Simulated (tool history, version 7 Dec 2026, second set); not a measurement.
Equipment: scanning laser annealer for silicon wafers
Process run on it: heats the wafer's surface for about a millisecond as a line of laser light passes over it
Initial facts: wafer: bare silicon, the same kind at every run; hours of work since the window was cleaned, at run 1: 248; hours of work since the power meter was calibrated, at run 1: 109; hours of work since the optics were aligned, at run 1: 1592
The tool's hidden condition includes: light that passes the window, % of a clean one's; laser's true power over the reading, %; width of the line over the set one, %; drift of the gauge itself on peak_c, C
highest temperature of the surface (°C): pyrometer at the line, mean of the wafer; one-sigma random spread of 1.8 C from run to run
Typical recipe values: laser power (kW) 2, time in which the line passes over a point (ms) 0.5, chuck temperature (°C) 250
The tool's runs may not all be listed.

run	hour	laser power (kW)	time in which the line passes over a point (ms)	chuck temperature (°C)	hours of work since the window was cleaned	hours of work since the power meter was calibrated	hours of work since the optics were aligned	highest temperature of the surface (°C)
1	0	2	0.5	250	248	109	1592	1040
2	6	2	0.5	250	251	112	1595	1039
3	11.2	2	0.519	250	255	116	1599	1050
4	19	2	0.519	250	259	120	1603	1049
5	27.6	2	0.5	250	265	126	1609	1038
6	34	2	0.492	250	269	130	1613	1032
7	41	2	0.492	250	273	134	1617	1031
8	50.7	2	0.492	250	279	140	1623	1029
9	59.5	2	0.492	250	284	145	1628	1028
10	66.8	2	0.492	250	289	150	1633	1034
11	75.1	2	0.492	250	294	155	1638	1030
12	79.7	2	0.492	250	296	158	1640	1026
13	88.2	2	0.46	250	302	163	1646	1008
14	97.7	2	0.487	250	307	169	1651	1027
15	106.7	2	0.5	250	313	174	1657	1033
16	115.5	2	0.5	250	318	179	1662	1032
17	120.8	2	0.41	250	322	183	1666	968
18	129.8	2	0.41	250	327	188	1671	964
19	134	2	0.5	250	330	191	1674	1029
20	143.7	2	0.5	250	336	197	1680	1030
21	149.6	2	0.5	250	339	200	1683	1031
22	158.6	1.824	0.477	216	345	206	1689	920
23	166.7	1.767	0.5	276	350	211	1694	972
24	171.7	1.767	0.5	276	353	214	1697	973
25	178.5	1.767	0.5	210	357	218	1701	907
26	186.5	2	0.372	241	362	223	1706	926
27	193.7	2	0.372	241	366	227	1710	924
28	202.6	2.172	0.412	250	371	233	1716	1019
# hour 206.3: laser's power meter calibrated
29	213.6	2.172	0.412	250	376	4	1720	1020
30	222.5	2.189	0.529	258	382	10	1726	1121
31	231.2	2.097	0.531	269	387	15	1731	1101
32	239.2	2.097	0.531	269	392	20	1736	1100
# hour 246.9: laser's power meter calibrated, once more
33	250.7	1.891	0.524	263	397	2	1741	1012
34	255.2	1.891	0.524	263	400	5	1744	1010
35	263.7	1.812	0.523	250	405	10	1749	970
36	269.4	1.812	0.523	250	409	14	1753	969
37	276.5	1.812	0.523	250	413	18	1757	969
38	284.4	2.196	0.5	250	418	23	1762	1092
39	290.5	2.061	0.5	252	422	27	1766	1046
40	300	1.994	0.574	214	427	32	1771	1031

A few steps of highest temperature of the surface (°C) between consecutive runs. Split each: what settings, incoming material and random variation would produce without the hidden state, and what is left over for the hidden state, along with gauge scatter present in only one of the two compared results (measured, and without hidden state):
Run 21 -> 22: laser power (kW) 2 -> 1.824, time in which the line passes over a point (ms) 0.5 -> 0.477, chuck temperature (°C) 250 -> 216. highest temperature of the surface (°C) -111: hidden state +4, all else -115.
Run 27 -> 28: laser power (kW) 2 -> 2.172, time in which the line passes over a point (ms) 0.372 -> 0.412, chuck temperature (°C) 241 -> 250. highest temperature of the surface (°C) +95: hidden state -6, all else +101.
Run 29 -> 30: laser power (kW) 2.172 -> 2.189, time in which the line passes over a point (ms) 0.412 -> 0.529, chuck temperature (°C) 250 -> 258. highest temperature of the surface (°C) +101: hidden state -6, all else +107.
Run 37 -> 38: laser power (kW) 1.812 -> 2.196, time in which the line passes over a point (ms) 0.523 -> 0.5. highest temperature of the surface (°C) +123: hidden state -10, all else +133.

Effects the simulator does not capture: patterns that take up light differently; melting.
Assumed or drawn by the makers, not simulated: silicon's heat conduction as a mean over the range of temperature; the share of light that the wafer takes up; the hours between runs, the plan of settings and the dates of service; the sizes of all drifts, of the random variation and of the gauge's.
